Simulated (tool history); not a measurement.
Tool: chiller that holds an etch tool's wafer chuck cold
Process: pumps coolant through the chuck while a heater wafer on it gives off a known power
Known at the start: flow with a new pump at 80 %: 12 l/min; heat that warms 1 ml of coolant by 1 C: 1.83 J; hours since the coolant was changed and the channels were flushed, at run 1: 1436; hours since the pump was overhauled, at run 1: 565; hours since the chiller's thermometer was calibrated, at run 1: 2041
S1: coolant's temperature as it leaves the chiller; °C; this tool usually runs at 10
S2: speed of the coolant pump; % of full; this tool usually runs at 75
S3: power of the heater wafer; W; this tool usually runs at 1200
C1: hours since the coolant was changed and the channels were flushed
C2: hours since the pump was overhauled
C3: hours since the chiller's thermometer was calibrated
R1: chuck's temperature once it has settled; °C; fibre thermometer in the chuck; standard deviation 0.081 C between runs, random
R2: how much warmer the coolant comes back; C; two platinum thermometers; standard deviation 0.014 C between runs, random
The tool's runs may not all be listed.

run 1 hour=0.0 | S1=10 S2=75 S3=1200 | C1=1436 C2=565 C3=2041 | R1=17.82 R2=3.55
run 2 hour=43.2 | S1=10 S2=75 S3=1200 | C1=1479 C2=609 C3=2084 | R1=17.92 R2=3.53
run 3 hour=107.8 | S1=10 S2=75 S3=1200 | C1=1543 C2=673 C3=2149 | R1=17.78 R2=3.54
run 4 hour=163.6 | S1=17 S2=75 S3=1200 | C1=1599 C2=729 C3=2205 | R1=24.82 R2=3.53
-- hour=199.9 chiller's thermometer calibrated
run 5 hour=229.5 | S1=6 S2=75 S3=1200 | C1=1664 C2=794 C3=30 | R1=13.95 R2=3.53
run 6 hour=274.9 | S1=6 S2=75 S3=1200 | C1=1710 C2=839 C3=75 | R1=13.94 R2=3.52
run 7 hour=336.7 | S1=6 S2=75 S3=1200 | C1=1771 C2=901 C3=137 | R1=14.04 R2=3.52
-- hour=347.3 coolant pump overhauled
run 8 hour=392.9 | S1=14 S2=75 S3=1200 | C1=1823 C2=46 C3=188 | R1=21.95 R2=3.55
run 9 hour=455.4 | S1=18 S2=75 S3=1200 | C1=1885 C2=108 C3=250 | R1=26.05 R2=3.54
run 10 hour=489.8 | S1=7 S2=75 S3=1200 | C1=1919 C2=143 C3=285 | R1=15.02 R2=3.56
run 11 hour=531.8 | S1=7 S2=75 S3=1200 | C1=1961 C2=185 C3=327 | R1=15.10 R2=3.54
-- hour=540.6 coolant pump overhauled, once more
run 12 hour=583.4 | S1=2 S2=97 S3=932 | C1=2008 C2=43 C3=373 | R1=7.24 R2=2.05
run 13 hour=643.4 | S1=2 S2=70 S3=1249 | C1=2068 C2=103 C3=433 | R1=10.71 R2=3.95
run 14 hour=672.0 | S1=10 S2=83 S3=1200 | C1=2097 C2=131 C3=462 | R1=17.56 R2=3.19
run 15 hour=734.5 | S1=11 S2=75 S3=898 | C1=2159 C2=194 C3=525 | R1=16.97 R2=2.64
run 16 hour=788.3 | S1=18 S2=68 S3=832 | C1=2213 C2=248 C3=578 | R1=24.05 R2=2.72
run 17 hour=834.5 | S1=18 S2=68 S3=713 | C1=2259 C2=294 C3=625 | R1=22.94 R2=2.32
run 18 hour=875.6 | S1=17 S2=82 S3=893 | C1=2300 C2=335 C3=666 | R1=22.57 R2=2.36
run 19 hour=904.5 | S1=8 S2=69 S3=962 | C1=2329 C2=364 C3=695 | R1=14.84 R2=3.09

Below, each run's measurement less what the same run would have read without the hidden state. Both values contain the same run-to-run variation, but the gauge's scatter may not be the same in both:
Hidden state at play: heat passed by the chuck's channels, % of clean ones'; flow at a given pump speed, % of a new pump's; coolant's true temperature over the reading, C; drift of the gauge itself on chuck_c, C; drift of the gauge itself on warmer_back_c, C.
run=1 R1=+0.10 R2=+0.01
run=2 R1=+0.11 R2=+0.01
run=3 R1=+0.12 R2=+0.02
run=4 R1=+0.12 R2=+0.01
run=5 R1=+0.29 R2=+0.02
run=6 R1=+0.29 R2=+0.02
run=7 R1=+0.30 R2=+0.02
run=8 R1=+0.31 R2=+0.03
run=9 R1=+0.32 R2=+0.03
run=10 R1=+0.33 R2=+0.03
run=11 R1=+0.33 R2=+0.03
run=12 R1=+0.21 R2=+0.01
run=13 R1=+0.35 R2=+0.02
run=14 R1=+0.30 R2=+0.02
run=15 R1=+0.25 R2=+0.01
run=16 R1=+0.24 R2=+0.02
run=17 R1=+0.21 R2=+0.02
run=18 R1=+0.24 R2=+0.02
run=19 R1=+0.29 R2=+0.02
